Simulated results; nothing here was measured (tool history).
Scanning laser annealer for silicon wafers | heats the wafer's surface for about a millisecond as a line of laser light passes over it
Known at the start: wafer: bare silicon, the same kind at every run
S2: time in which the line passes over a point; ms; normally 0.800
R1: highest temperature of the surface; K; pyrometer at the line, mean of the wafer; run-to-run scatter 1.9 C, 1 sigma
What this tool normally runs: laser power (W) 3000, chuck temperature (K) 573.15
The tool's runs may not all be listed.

Run 1, hour 0.0: usual settings. Result: R1 1400.15 K.
Run 2, hour 32.3: usual settings. Result: R1 1402.15 K.
Run 3, hour 58.3: usual settings. Result: R1 1407.15 K.
Run 4, hour 83.7: usual settings but chuck temperature (K) 603.15. Result: R1 1430.15 K.
Run 5, hour 110.3: usual settings but laser power (W) 3239. Result: R1 1474.15 K.
Run 6, hour 133.0: usual settings but laser power (W) 3239. Result: R1 1478.15 K.
Run 7, hour 157.0: usual settings. Result: R1 1403.15 K.
Run 8, hour 174.5: usual settings but laser power (W) 3298. Result: R1 1493.15 K.
Run 9, hour 200.5: usual settings but laser power (W) 3298. Result: R1 1493.15 K.
Run 10, hour 239.6: usual settings but laser power (W) 3236. Result: R1 1471.15 K.
Run 11, hour 261.0: usual settings but chuck temperature (K) 552.15. Result: R1 1376.15 K.
Run 12, hour 298.6: usual settings but chuck temperature (K) 552.15. Result: R1 1375.15 K.
Run 13, hour 327.5: usual settings but laser power (W) 2882, chuck temperature (K) 552.15. Result: R1 1339.15 K.
Run 14, hour 351.2: usual settings but laser power (W) 2774, S2 0.802 ms. Result: R1 1327.15 K.
Run 15, hour 393.0: usual settings but laser power (W) 2781, chuck temperature (K) 571.15. Result: R1 1327.15 K.
Run 16, hour 419.1: usual settings but laser power (W) 2822, chuck temperature (K) 562.15. Result: R1 1328.15 K.
At hour 424.6: laser's power meter calibrated.
Run 17, hour 440.4: usual settings but laser power (W) 2822, chuck temperature (K) 562.15. Result: R1 1330.15 K.
Run 18, hour 457.8: usual settings but laser power (W) 3196, S2 0.885 ms, chuck temperature (K) 612.15. Result: R1 1547.15 K.
Run 19, hour 487.3: usual settings but laser power (W) 2575, S2 0.955 ms, chuck temperature (K) 537.15. Result: R1 1301.15 K.
Run 20, hour 504.9: usual settings but laser power (W) 3170. Result: R1 1446.15 K.
Run 21, hour 523.2: usual settings but laser power (W) 3170. Result: R1 1445.15 K.
Run 22, hour 553.1: usual settings but laser power (W) 2904. Result: R1 1362.15 K.
At hour 568.2: laser's power meter calibrated, once more.
Run 23, hour 577.8: usual settings but laser power (W) 3043. Result: R1 1402.15 K.
Run 24, hour 607.8: usual settings but laser power (W) 3043. Result: R1 1401.15 K.
Run 25, hour 629.4: usual settings but laser power (W) 3043. Result: R1 1399.15 K.

Here are 4 independent what-if runs from the current tool condition. What would each one return?
Run A, hour 665.0: usual settings but laser power (W) 3043, S2 0.583 ms, chuck temperature (K) 569.15. Result: R1 ?.
Run B, hour 665.0: usual settings but laser power (W) 3101, S2 0.815 ms, chuck temperature (K) 552.15. Result: R1 ?.
Run C, hour 665.0: usual settings but S2 0.867 ms. Result: R1 ?.
Run D, hour 665.0: usual settings but laser power (W) 2807, S2 0.731 ms, chuck temperature (K) 588.15. Result: R1 ?.

run       R1
  A  1261.15
  B  1405.15
  C  1425.15
  D  1304.15
With no hidden state in the tool, these same runs would have given:
run       R1
  A  1283.15
  B  1432.15
  C  1451.15
  D  1326.15

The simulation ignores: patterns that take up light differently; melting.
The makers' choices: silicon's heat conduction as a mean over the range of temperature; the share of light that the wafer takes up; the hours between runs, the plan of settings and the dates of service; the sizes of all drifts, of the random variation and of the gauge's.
